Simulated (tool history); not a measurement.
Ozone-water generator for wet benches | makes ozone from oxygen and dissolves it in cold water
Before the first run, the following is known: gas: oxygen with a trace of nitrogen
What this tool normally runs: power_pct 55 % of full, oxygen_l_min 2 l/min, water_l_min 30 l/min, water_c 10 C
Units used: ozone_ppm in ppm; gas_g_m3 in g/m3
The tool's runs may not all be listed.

run 1 day=0 | power_pct=55 oxygen_l_min=2 water_l_min=30 water_c=10 | ozone_ppm=8 gas_g_m3=178.8
run 2 day=1.192 | power_pct=55 oxygen_l_min=2 water_l_min=30 water_c=11 | ozone_ppm=8 gas_g_m3=176.4
run 3 day=2.588 | power_pct=55 oxygen_l_min=2 water_l_min=30 water_c=11 | ozone_ppm=8.1 gas_g_m3=177.2
run 4 day=4.396 | power_pct=55 oxygen_l_min=2 water_l_min=30 water_c=11 | ozone_ppm=8 gas_g_m3=176
run 5 day=6.725 | power_pct=55 oxygen_l_min=2 water_l_min=30 water_c=11 | ozone_ppm=7.9 gas_g_m3=177
run 6 day=7.825 | power_pct=55 oxygen_l_min=2 water_l_min=30 water_c=11 | ozone_ppm=8 gas_g_m3=180.6
run 7 day=9.888 | power_pct=55 oxygen_l_min=2 water_l_min=30 water_c=11 | ozone_ppm=8.2 gas_g_m3=178.2
run 8 day=12.192 | power_pct=68 oxygen_l_min=2 water_l_min=30 water_c=11 | ozone_ppm=9.4 gas_g_m3=207
run 9 day=13.479 | power_pct=41 oxygen_l_min=3.39 water_l_min=33 water_c=14 | ozone_ppm=6.5 gas_g_m3=104.3
run 10 day=15.767 | power_pct=41 oxygen_l_min=3.39 water_l_min=33 water_c=14 | ozone_ppm=6.4 gas_g_m3=104.6
run 11 day=17.054 | power_pct=45 oxygen_l_min=3.5 water_l_min=20 water_c=9 | ozone_ppm=11.2 gas_g_m3=109.7
-- day=19.025 contactor cleaned
run 12 day=19.171 | power_pct=60 oxygen_l_min=1.54 water_l_min=22 water_c=6 | ozone_ppm=11.5 gas_g_m3=226.9
run 13 day=21.4 | power_pct=60 oxygen_l_min=1.54 water_l_min=22 water_c=6 | ozone_ppm=11.1 gas_g_m3=224.4
run 14 day=22.746 | power_pct=55 oxygen_l_min=3.26 water_l_min=39 water_c=15 | ozone_ppm=6.5 gas_g_m3=133.3
run 15 day=24.729 | power_pct=55 oxygen_l_min=2 water_l_min=22 water_c=10 | ozone_ppm=11 gas_g_m3=180.1
run 16 day=27.188 | power_pct=55 oxygen_l_min=2.32 water_l_min=29 water_c=10 | ozone_ppm=8.5 gas_g_m3=164.5

Each row is a separate what-if for the run after 16, all from the same tool condition, not one after another. Results?
run A day=28.767 | power_pct=93 oxygen_l_min=1.74 water_l_min=30 water_c=17 | ozone_ppm=? gas_g_m3=?
run B day=28.767 | power_pct=96 oxygen_l_min=2.32 water_l_min=29 water_c=9 | ozone_ppm=? gas_g_m3=?
run C day=28.767 | power_pct=78 oxygen_l_min=2.32 water_l_min=36 water_c=10 | ozone_ppm=? gas_g_m3=?
run D day=28.767 | power_pct=98 oxygen_l_min=3.14 water_l_min=36 water_c=10 | ozone_ppm=? gas_g_m3=?

run=A ozone_ppm=10.9 gas_g_m3=285
run=B ozone_ppm=12.7 gas_g_m3=241.3
run=C ozone_ppm=8.6 gas_g_m3=209.3
run=D ozone_ppm=10.7 gas_g_m3=202.4
The same runs, with their run-to-run variation unchanged, on a tool lacking any hidden condition would have given:
run=A ozone_ppm=10.9 gas_g_m3=278.6
run=B ozone_ppm=12.7 gas_g_m3=235.8
run=C ozone_ppm=8.6 gas_g_m3=204.6
run=D ozone_ppm=10.7 gas_g_m3=197.9

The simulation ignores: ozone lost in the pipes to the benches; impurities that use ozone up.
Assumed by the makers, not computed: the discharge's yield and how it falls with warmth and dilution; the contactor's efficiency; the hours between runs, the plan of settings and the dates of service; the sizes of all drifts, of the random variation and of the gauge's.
